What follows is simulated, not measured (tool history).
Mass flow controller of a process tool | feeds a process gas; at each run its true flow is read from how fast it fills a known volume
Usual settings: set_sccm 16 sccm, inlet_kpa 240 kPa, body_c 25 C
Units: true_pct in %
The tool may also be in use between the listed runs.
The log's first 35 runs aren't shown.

{"run": 36, "hour": 5353.9, "set_sccm": 3, "inlet_kpa": 167, "body_c": 29, "true_pct": 99.41}
{"run": 37, "hour": 5444.6, "set_sccm": 3, "inlet_kpa": 156, "body_c": 37, "true_pct": 99.79}
{"run": 38, "hour": 5647.2, "set_sccm": 2, "inlet_kpa": 156, "body_c": 29, "true_pct": 98.36}
{"run": 39, "hour": 5825.7, "set_sccm": 2, "inlet_kpa": 156, "body_c": 29, "true_pct": 97.96}
{"run": 40, "hour": 5951.4, "set_sccm": 7, "inlet_kpa": 202, "body_c": 25, "true_pct": 100.33}
{"run": 41, "hour": 6166.6, "set_sccm": 3, "inlet_kpa": 277, "body_c": 21, "true_pct": 99.08}
{"run": 42, "hour": 6296.8, "set_sccm": 3, "inlet_kpa": 277, "body_c": 21, "true_pct": 99.15}
{"run": 43, "hour": 6492.6, "set_sccm": 8, "inlet_kpa": 150, "body_c": 22, "true_pct": 99.76}
{"run": 44, "hour": 6698.7, "set_sccm": 3, "inlet_kpa": 228, "body_c": 32, "true_pct": 99.11}
{"run": 45, "hour": 6802.1, "set_sccm": 3, "inlet_kpa": 228, "body_c": 32, "true_pct": 98.94}
{"run": 46, "hour": 6981.1, "set_sccm": 3, "inlet_kpa": 228, "body_c": 32, "true_pct": 98.65}
{"run": 47, "hour": 7193.8, "set_sccm": 11, "inlet_kpa": 240, "body_c": 25, "true_pct": 101.06}

Forecast each of these 3 alternatives for the next run:
{"run": "A", "hour": 7343.7, "set_sccm": 2, "inlet_kpa": 183, "body_c": 25, "true_pct": "?"}
{"run": "B", "hour": 7343.7, "set_sccm": 11, "inlet_kpa": 147, "body_c": 25, "true_pct": "?"}
{"run": "C", "hour": 7343.7, "set_sccm": 11, "inlet_kpa": 166, "body_c": 25, "true_pct": "?"}

run=A true_pct=95.88
run=B true_pct=100.26
run=C true_pct=100.28
Without the tool's hidden state the same runs would have given:
run=A true_pct=99.51
run=B true_pct=99.39
run=C true_pct=99.41
